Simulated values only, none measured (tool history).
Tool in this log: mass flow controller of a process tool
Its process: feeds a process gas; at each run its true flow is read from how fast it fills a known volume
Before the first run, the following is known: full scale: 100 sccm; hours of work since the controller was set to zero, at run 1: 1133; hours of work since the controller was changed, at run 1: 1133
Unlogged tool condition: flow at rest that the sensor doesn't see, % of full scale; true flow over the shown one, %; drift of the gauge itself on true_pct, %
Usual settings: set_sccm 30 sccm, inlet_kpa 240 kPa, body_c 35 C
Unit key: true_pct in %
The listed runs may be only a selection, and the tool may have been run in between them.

run	hour	set_sccm	inlet_kpa	body_c	hours of work since the controller was set to zero	hours of work since the controller was changed	true_pct
1	0	30	240	35	1133	1133	97.84
2	364.1	30	240	35	1263	1263	97.59
3	675.4	30	240	35	1374	1374	97.57
4	923.8	21	240	35	1463	1463	97.07
5	1182.2	21	240	35	1555	1555	97.07
6	1535.2	21	240	35	1681	1681	96.79
7	1857.4	30	184	35	1797	1797	96.95
8	2229.3	30	184	35	1929	1929	96.8
9	2401.8	30	184	35	1991	1991	96.88
10	2589.3	30	184	35	2058	2058	96.73
11	2844.5	30	184	35	2149	2149	96.73
12	3275.3	30	184	35	2303	2303	96.6
13	3557.3	30	184	35	2404	2404	96.54
14	3778.6	44	240	35	2483	2483	97.4
15	4150	44	240	35	2616	2616	97.43
# hour 4172.7: controller's zero set anew
16	4345.5	44	240	35	62	2685	97
17	4650	44	240	35	171	2794	96.81
18	4906.1	20	186	20	262	2886	95.34
# hour 4961.3: controller's zero set anew, once more
19	5196.5	30	214	35	84	2989	97.7
20	5413.6	30	185	21	162	3067	98.36
21	5616.7	10	227	35	234	3139	96.8
22	6030.5	10	227	35	382	3287	96.62
23	6204.7	10	172	38	444	3349	95.97
24	6416.8	11	240	22	520	3425	97.39
25	6656.5	15	188	36	606	3511	96.44
26	6999.3	23	272	21	728	3633	98.4
27	7424.5	23	272	31	880	3785	97.56
28	7600.9	62	240	33	943	3848	98.31
29	7985.4	65	176	26	1080	3985	98.35
30	8193	30	154	35	1155	4060	96.78
31	8623.9	47	214	28	1309	4214	98.01

Hidden state at the last listed run before each entry between runs and at the first one after, where it differs:
Runs 15 to 16: controller's zero set anew (hour 4172.7)
  flow at rest that the sensor doesn't see, % of full scale: -0.389 -> -0.605; true flow over the shown one, %: -0.44 -> -0.45
  measured value less the no-hidden-state value, true_pct: -1.32 -> -1.82 %
Runs 18 to 19: controller's zero set anew, once more (hour 4961.3)
  flow at rest that the sensor doesn't see, % of full scale: -0.635 -> -0.055; true flow over the shown one, %: -0.47 -> -0.48
  measured value less the no-hidden-state value, true_pct: -3.64 -> -0.67 %
